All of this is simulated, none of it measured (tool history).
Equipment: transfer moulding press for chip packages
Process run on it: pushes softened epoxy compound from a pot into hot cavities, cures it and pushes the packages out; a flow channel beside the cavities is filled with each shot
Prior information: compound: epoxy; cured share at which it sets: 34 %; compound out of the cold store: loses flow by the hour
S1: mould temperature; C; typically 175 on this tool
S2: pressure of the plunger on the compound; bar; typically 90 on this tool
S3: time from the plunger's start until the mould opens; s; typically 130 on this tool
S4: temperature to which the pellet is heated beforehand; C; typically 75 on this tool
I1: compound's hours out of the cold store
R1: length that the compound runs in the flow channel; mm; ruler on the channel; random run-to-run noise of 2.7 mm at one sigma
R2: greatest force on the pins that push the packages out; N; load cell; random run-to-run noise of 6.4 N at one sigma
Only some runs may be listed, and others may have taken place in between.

{"run": 1, "hour": 0.0, "S1": 175, "S2": 90, "S3": 130, "S4": 75, "I1": 44.8, "R1": 477, "R2": 305}
{"run": 2, "hour": 29.6, "S1": 175, "S2": 90, "S3": 130, "S4": 75, "I1": 32.4, "R1": 498, "R2": 371}
{"hour": 48.5, "done": "cavities cleaned with cleaning compound and waxed"}
{"run": 3, "hour": 59.4, "S1": 175, "S2": 90, "S3": 130, "S4": 75, "I1": 32.4, "R1": 498, "R2": 290}
{"hour": 112.4, "done": "cavities cleaned with cleaning compound and waxed"}
{"run": 4, "hour": 118.5, "S1": 175, "S2": 90, "S3": 128, "S4": 75, "I1": 31.5, "R1": 502, "R2": 281}
{"hour": 176.5, "done": "cavities cleaned with cleaning compound and waxed"}
{"run": 5, "hour": 176.7, "S1": 175, "S2": 90, "S3": 128, "S4": 75, "I1": 48, "R1": 456, "R2": 256}
{"run": 6, "hour": 228.3, "S1": 175, "S2": 90, "S3": 128, "S4": 75, "I1": 17.3, "R1": 525, "R2": 396}
{"hour": 244.0, "done": "cavities cleaned with cleaning compound and waxed"}
{"run": 7, "hour": 260.6, "S1": 175, "S2": 90, "S3": 128, "S4": 75, "I1": 43.2, "R1": 460, "R2": 313}

The next listed run, before its measurement:
{"hour": 274.1, "done": "plunger's sealing rings changed"}
{"run": 8, "hour": 308.3, "S1": 175, "S2": 90, "S3": 150, "S4": 75, "I1": 26.4, "R1": "?", "R2": "?"}

{"run 8": {"R1": 526, "R2": 356}}
On a tool with no hidden condition, and with the same random variation, this run would have come out at R1 527 mm, R2 224 N.
